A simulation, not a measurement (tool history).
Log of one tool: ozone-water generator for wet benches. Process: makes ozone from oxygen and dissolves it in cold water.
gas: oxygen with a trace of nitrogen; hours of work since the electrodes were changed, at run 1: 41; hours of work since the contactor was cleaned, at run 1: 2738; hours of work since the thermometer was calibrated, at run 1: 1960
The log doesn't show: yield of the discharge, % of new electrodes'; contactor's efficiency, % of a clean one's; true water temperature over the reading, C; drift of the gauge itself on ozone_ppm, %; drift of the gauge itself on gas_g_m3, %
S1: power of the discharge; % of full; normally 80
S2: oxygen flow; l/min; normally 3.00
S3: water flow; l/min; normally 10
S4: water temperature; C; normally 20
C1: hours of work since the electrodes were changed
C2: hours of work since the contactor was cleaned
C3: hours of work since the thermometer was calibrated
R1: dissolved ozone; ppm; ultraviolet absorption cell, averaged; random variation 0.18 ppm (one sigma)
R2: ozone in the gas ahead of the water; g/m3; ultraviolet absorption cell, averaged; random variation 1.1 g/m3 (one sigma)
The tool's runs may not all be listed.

Run 1, day 0.000: usual settings; C1 41; C2 2738; C3 1960. Result: R1 25.3 ppm, R2 205.4 g/m3.
Run 2, day 0.812: usual settings; C1 53; C2 2751; C3 1973. Result: R1 25.2 ppm, R2 205.8 g/m3.
Run 3, day 1.646: usual settings; C1 66; C2 2763; C3 1986. Result: R1 25.2 ppm, R2 204.5 g/m3.
Run 4, day 2.438: usual settings but S4 13 C; C1 78; C2 2776; C3 1998. Result: R1 28.1 ppm, R2 204.1 g/m3.
Run 5, day 3.379: usual settings but S4 13 C; C1 93; C2 2790; C3 2012. Result: R1 27.9 ppm, R2 204.1 g/m3.
Run 6, day 4.133: usual settings but S4 13 C; C1 105; C2 2802; C3 2024. Result: R1 27.8 ppm, R2 203.0 g/m3.
Run 7, day 5.400: usual settings; C1 124; C2 2821; C3 2043. Result: R1 25.2 ppm, R2 204.6 g/m3.
Run 8, day 6.388: usual settings; C1 139; C2 2836; C3 2059. Result: R1 25.2 ppm, R2 203.2 g/m3.
Run 9, day 7.729: usual settings; C1 160; C2 2857; C3 2079. Result: R1 25.4 ppm, R2 204.6 g/m3.
Run 10, day 8.654: usual settings; C1 174; C2 2871; C3 2093. Result: R1 25.4 ppm, R2 204.1 g/m3.
Run 11, day 9.379: usual settings; C1 185; C2 2882; C3 2105. Result: R1 25.0 ppm, R2 201.5 g/m3.
At day 9.521: water thermometer calibrated.
Run 12, day 10.238: usual settings; C1 198; C2 2895; C3 11. Result: R1 25.0 ppm, R2 203.3 g/m3.
Run 13, day 11.350: usual settings; C1 215; C2 2912; C3 28. Result: R1 25.1 ppm, R2 202.9 g/m3.
Run 14, day 12.246: usual settings but S1 64 % of full; C1 229; C2 2926; C3 42. Result: R1 20.7 ppm, R2 169.4 g/m3.
Run 15, day 13.258: usual settings but S1 64 % of full; C1 245; C2 2942; C3 58. Result: R1 21.0 ppm, R2 171.7 g/m3.
Run 16, day 13.850: usual settings but S1 64 % of full, S3 7 l/min; C1 254; C2 2951; C3 67. Result: R1 26.0 ppm, R2 169.1 g/m3.
Run 17, day 15.167: usual settings but S2 3.01 l/min; C1 274; C2 2971; C3 87. Result: R1 25.1 ppm, R2 203.8 g/m3.
Run 18, day 16.467: usual settings but S2 3.36 l/min; C1 294; C2 2991; C3 107. Result: R1 24.9 ppm, R2 191.6 g/m3.
At day 16.604: water thermometer calibrated, once more.
Run 19, day 17.088: usual settings but S1 48 % of full, S2 4.25 l/min, S4 19 C; C1 303; C2 3000; C3 7. Result: R1 16.2 ppm, R2 108.1 g/m3.
Run 20, day 17.925: usual settings but S1 48 % of full, S2 4.25 l/min, S4 19 C; C1 316; C2 3013; C3 20. Result: R1 15.9 ppm, R2 110.2 g/m3.
Run 21, day 18.838: usual settings but S1 48 % of full, S2 4.25 l/min, S4 19 C; C1 330; C2 3027; C3 34. Result: R1 15.7 ppm, R2 108.6 g/m3.
Run 22, day 19.642: usual settings but S1 48 % of full, S2 4.25 l/min, S4 19 C; C1 343; C2 3040; C3 47. Result: R1 15.9 ppm, R2 107.7 g/m3.
Run 23, day 20.983: usual settings but S1 48 % of full, S2 4.25 l/min, S4 19 C; C1 363; C2 3060; C3 67. Result: R1 15.9 ppm, R2 107.7 g/m3.
Run 24, day 22.025: usual settings but S1 41 % of full, S2 3.70 l/min, S3 15 l/min, S4 19 C; C1 379; C2 3076; C3 83. Result: R1 10.8 ppm, R2 104.2 g/m3.
Run 25, day 23.121: usual settings but S1 41 % of full, S2 3.70 l/min, S3 15 l/min, S4 19 C; C1 396; C2 3093; C3 100. Result: R1 10.5 ppm, R2 103.0 g/m3.
Run 26, day 23.971: usual settings but S1 41 % of full, S2 3.70 l/min, S3 8 l/min, S4 19 C; C1 409; C2 3106; C3 113. Result: R1 16.2 ppm, R2 104.1 g/m3.
Run 27, day 25.129: usual settings but S1 86 % of full, S2 4.78 l/min, S3 8 l/min, S4 28 C; C1 427; C2 3124; C3 131. Result: R1 23.0 ppm, R2 164.4 g/m3.
Run 28, day 25.904: usual settings but S1 86 % of full, S2 4.78 l/min, S3 8 l/min, S4 28 C; C1 439; C2 3136; C3 143. Result: R1 23.4 ppm, R2 163.5 g/m3.
Run 29, day 26.821: usual settings but S1 42 % of full; C1 453; C2 3150; C3 157. Result: R1 14.5 ppm, R2 119.1 g/m3.
Run 30, day 27.900: usual settings but S1 42 % of full; C1 470; C2 3167; C3 174. Result: R1 14.5 ppm, R2 119.1 g/m3.
Run 31, day 29.125: usual settings but S1 42 % of full; C1 489; C2 3186; C3 193. Result: R1 14.7 ppm, R2 120.4 g/m3.
Run 32, day 29.754: usual settings but S1 94 % of full, S4 14 C; C1 498; C2 3195; C3 202. Result: R1 31.3 ppm, R2 230.7 g/m3.

Table of differences, measured result less the result of that run with no hidden state. Run-to-run variation is the same in both. Gauge scatter possibly is not:
run    R1    R2
  1  -0.4  +0.0
  2  -0.3  -0.1
  3  -0.4  -0.1
  4  -0.5  -0.2
  5  -0.4  -0.2
  6  -0.5  -0.3
  7  -0.4  -0.3
  8  -0.4  -0.3
  9  -0.4  -0.5
 10  -0.5  -0.5
 11  -0.5  -0.5
 12  -0.4  -0.6
 13  -0.4  -0.6
 14  -0.4  -0.5
 15  -0.4  -0.5
 16  -0.4  -0.6
 17  -0.5  -0.9
 18  -0.5  -0.9
 19  -0.3  -0.4
 20  -0.3  -0.4
 21  -0.3  -0.3
 22  -0.3  -0.4
 23  -0.3  -0.4
 24  -0.2  -0.3
 25  -0.3  -0.3
 26  -0.3  -0.3
 27  -0.5  -1.3
 28  -0.5  -1.3
 29  -0.3  -0.5
 30  -0.3  -0.5
 31  -0.3  -0.5
 32  -0.8  -2.2

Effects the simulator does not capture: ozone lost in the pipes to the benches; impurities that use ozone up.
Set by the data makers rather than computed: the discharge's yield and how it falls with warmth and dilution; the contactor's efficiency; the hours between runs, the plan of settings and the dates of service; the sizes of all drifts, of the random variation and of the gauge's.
